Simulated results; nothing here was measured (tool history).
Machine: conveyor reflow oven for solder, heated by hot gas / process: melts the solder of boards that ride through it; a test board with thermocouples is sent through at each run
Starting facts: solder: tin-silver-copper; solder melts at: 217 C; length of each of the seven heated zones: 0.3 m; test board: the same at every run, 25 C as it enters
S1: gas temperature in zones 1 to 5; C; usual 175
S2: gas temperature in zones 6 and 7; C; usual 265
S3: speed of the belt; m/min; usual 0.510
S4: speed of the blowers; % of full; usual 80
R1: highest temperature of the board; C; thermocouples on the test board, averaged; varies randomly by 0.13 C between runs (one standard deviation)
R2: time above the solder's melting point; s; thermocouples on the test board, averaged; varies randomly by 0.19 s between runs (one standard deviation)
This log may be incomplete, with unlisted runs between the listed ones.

run	hour	S1	S2	S3	S4	R1	R2
1	0.0	175	265	0.510	80	250.2	52.1
2	24.2	175	265	0.510	80	250.4	51.9
3	48.4	175	265	0.510	80	250.2	52.3
4	72.7	175	265	0.510	80	250.1	52.3
5	86.4	175	265	0.510	52	244.1	45.1
6	104.3	175	265	0.510	52	244.1	45.4
7	116.7	175	265	0.510	80	250.2	52.2
8	141.4	175	265	0.510	80	250.6	52.0
9	157.7	175	265	0.510	80	250.5	52.3
10	172.9	169	265	0.510	80	249.3	49.7
# hour 183.7: flux residue cleaned out of gas plates and filters
11	204.1	175	265	0.510	80	250.3	52.1
12	227.9	175	265	0.510	80	250.4	52.3
13	252.7	175	265	0.510	80	250.4	52.3
14	268.9	175	264	0.510	80	249.5	51.7
15	287.8	175	264	0.510	80	249.4	51.9
16	313.9	175	264	0.510	80	249.6	51.6
17	326.2	175	264	0.510	80	249.5	51.5
18	342.4	175	264	0.510	80	249.6	51.4
19	364.6	175	264	0.510	80	249.5	51.3
20	379.5	175	264	0.510	80	249.6	51.2
21	399.7	181	265	0.510	80	251.3	54.8
22	415.8	175	265	0.597	83	245.8	40.4
23	442.0	175	265	0.597	83	245.7	40.3
24	453.9	175	265	0.582	80	246.2	42.2
25	467.4	175	277	0.460	80	264.3	66.4
26	487.4	175	277	0.460	80	264.2	67.1
27	499.0	177	264	0.500	53	244.8	48.0
28	513.2	173	261	0.413	61	249.1	63.2
29	526.2	173	269	0.592	80	248.5	41.9
30	537.6	173	269	0.592	80	248.6	41.8
31	555.6	178	275	0.510	83	260.3	59.0

Each row is a separate what-if for the run after 31, all from the same tool condition, not one after another. Results?
A	581.8	167	265	0.510	80	?	?
B	581.8	168	275	0.437	88	?	?
C	581.8	183	275	0.510	83	?	?

run	R1	R2
A	249.0	48.6
B	264.1	68.8
C	261.2	61.0
Without the tool's unlogged condition, the same runs would have read:
run	R1	R2
A	249.0	48.5
B	264.1	68.7
C	261.2	61.0
